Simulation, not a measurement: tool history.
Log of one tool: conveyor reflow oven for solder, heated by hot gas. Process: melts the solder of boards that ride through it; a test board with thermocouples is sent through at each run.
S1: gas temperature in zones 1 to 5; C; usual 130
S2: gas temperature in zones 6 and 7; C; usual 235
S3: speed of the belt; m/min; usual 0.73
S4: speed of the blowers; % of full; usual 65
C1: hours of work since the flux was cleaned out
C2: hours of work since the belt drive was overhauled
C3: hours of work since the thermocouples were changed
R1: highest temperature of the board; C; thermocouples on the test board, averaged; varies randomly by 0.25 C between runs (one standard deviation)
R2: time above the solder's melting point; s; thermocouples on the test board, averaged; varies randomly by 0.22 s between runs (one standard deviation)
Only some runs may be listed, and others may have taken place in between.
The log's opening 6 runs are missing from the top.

Run 7, hour 400.4: usual settings but S3 0.612 m/min; C1 204; C2 681; C3 913. Result: R1 219.4 C, R2 58 s.
Run 8, hour 466.7: usual settings but S3 0.612 m/min; C1 238; C2 715; C3 946. Result: R1 219.8 C, R2 58.3 s.
Run 9, hour 521.8: usual settings but S3 0.612 m/min, S4 83 % of full; C1 266; C2 743; C3 974. Result: R1 221.9 C, R2 60.7 s.
Run 10, hour 561.6: usual settings but S2 230 C; C1 287; C2 764; C3 995. Result: R1 208.7 C, R2 39.9 s.
At hour 617.6: flux residue cleaned out of gas plates and filters.
Run 11, hour 634.1: usual settings but S2 230 C; C1 8; C2 798; C3 1029. Result: R1 208.7 C, R2 40.2 s.
At hour 662.6: thermocouples of zones 6 and 7 changed.
Run 12, hour 678.1: usual settings but S2 230 C; C1 30; C2 819; C3 8. Result: R1 209.3 C, R2 39.9 s.
Run 13, hour 741.9: usual settings but S2 230 C; C1 62; C2 852; C3 40. Result: R1 209 C, R2 39.8 s.
Run 14, hour 818.5: usual settings but S4 51 % of full; C1 101; C2 891; C3 80. Result: R1 209.9 C, R2 40.3 s.
Run 15, hour 878.2: usual settings; C1 132; C2 922; C3 110. Result: R1 213.4 C, R2 43.8 s.
Run 16, hour 953: usual settings but S4 77 % of full; C1 170; C2 960; C3 148. Result: R1 215.9 C, R2 45.6 s.
Run 17, hour 1010.5: usual settings but S3 0.796 m/min, S4 68 % of full; C1 199; C2 989; C3 178. Result: R1 210.2 C, R2 37.4 s.
Run 18, hour 1053.6: usual settings but S2 243 C, S4 70 % of full; C1 221; C2 1011; C3 200. Result: R1 221.3 C, R2 49.3 s.
Run 19, hour 1125.4: usual settings but S2 243 C, S4 70 % of full; C1 258; C2 1048; C3 236. Result: R1 220.9 C, R2 49.2 s.
Run 20, hour 1209.4: usual settings but S1 123 C, S2 248 C, S3 0.683 m/min, S4 70 % of full; C1 301; C2 1091; C3 279. Result: R1 227 C, R2 54.5 s.
At hour 1241.3: flux residue cleaned out of gas plates and filters.
Run 21, hour 1291.3: usual settings but S1 123 C, S2 248 C, S3 0.683 m/min, S4 70 % of full; C1 26; C2 1130; C3 318. Result: R1 226.8 C, R2 54.6 s.
Run 22, hour 1328.8: usual settings but S1 123 C, S2 239 C, S3 0.683 m/min, S4 70 % of full; C1 45; C2 1149; C3 337. Result: R1 219.2 C, R2 49.7 s.
Run 23, hour 1406.7: usual settings but S1 123 C, S2 239 C, S3 0.683 m/min, S4 70 % of full; C1 84; C2 1189; C3 377. Result: R1 219.2 C, R2 49.6 s.
Run 24, hour 1475: usual settings but S4 51 % of full; C1 119; C2 1224; C3 412. Result: R1 209.9 C, R2 39.8 s.
At hour 1486.9: belt drive overhauled, speed set with a stopwatch.
Run 25, hour 1524.1: usual settings but S1 122 C, S4 56 % of full; C1 142; C2 19; C3 435. Result: R1 209.4 C, R2 37.6 s.
Run 26, hour 1568.9: usual settings but S1 142 C, S2 236 C, S3 0.82 m/min, S4 64 % of full; C1 165; C2 42; C3 458. Result: R1 212.1 C, R2 40.5 s.
Run 27, hour 1617.4: usual settings but S1 136 C, S2 237 C, S3 0.82 m/min, S4 64 % of full; C1 190; C2 67; C3 483. Result: R1 211.6 C, R2 38.2 s.
Run 28, hour 1683.9: usual settings but S1 136 C, S2 237 C, S3 0.723 m/min, S4 64 % of full; C1 224; C2 101; C3 517. Result: R1 216.4 C, R2 47.7 s.
Run 29, hour 1739: usual settings but S1 121 C, S2 250 C, S3 0.784 m/min; C1 252; C2 129; C3 545. Result: R1 221 C, R2 42.7 s.
Run 30, hour 1814.4: usual settings but S1 131 C, S2 243 C, S3 0.85 m/min, S4 56 % of full; C1 290; C2 167; C3 583. Result: R1 210.9 C, R2 34.8 s.

Consider 4 possible next runs. They are alternatives, not a sequence: every one starts from the tool as it was left by run 30. What does each give?
At hour 1865.4: flux residue cleaned out of gas plates and filters.
Run A, hour 1873.9: usual settings but S1 131 C, S2 243 C, S3 0.85 m/min, S4 71 % of full; C1 4; C2 195; C3 611. Result: R1 ?, R2 ?.
At hour 1865.4: flux residue cleaned out of gas plates and filters.
Run B, hour 1873.9: usual settings but S1 143 C, S2 243 C, S3 0.706 m/min, S4 90 % of full; C1 4; C2 195; C3 611. Result: R1 ?, R2 ?.
At hour 1865.4: flux residue cleaned out of gas plates and filters.
Run C, hour 1873.9: usual settings but S1 128 C, S2 236 C, S3 0.85 m/min, S4 56 % of full; C1 4; C2 195; C3 611. Result: R1 ?, R2 ?.
At hour 1865.4: flux residue cleaned out of gas plates and filters.
Run D, hour 1873.9: usual settings but S1 131 C, S2 224 C, S3 0.619 m/min, S4 54 % of full; C1 4; C2 195; C3 611. Result: R1 ?, R2 ?.

run     R1    R2
  A  215.4  38.4
  B  228.4    59
  C  204.9  28.9
  D  207.5    47
With the hidden condition removed and each run's random variation left untouched, the same runs would have given:
run     R1    R2
  A  215.4  38.4
  B  228.4    59
  C  204.9    29
  D  207.5    47
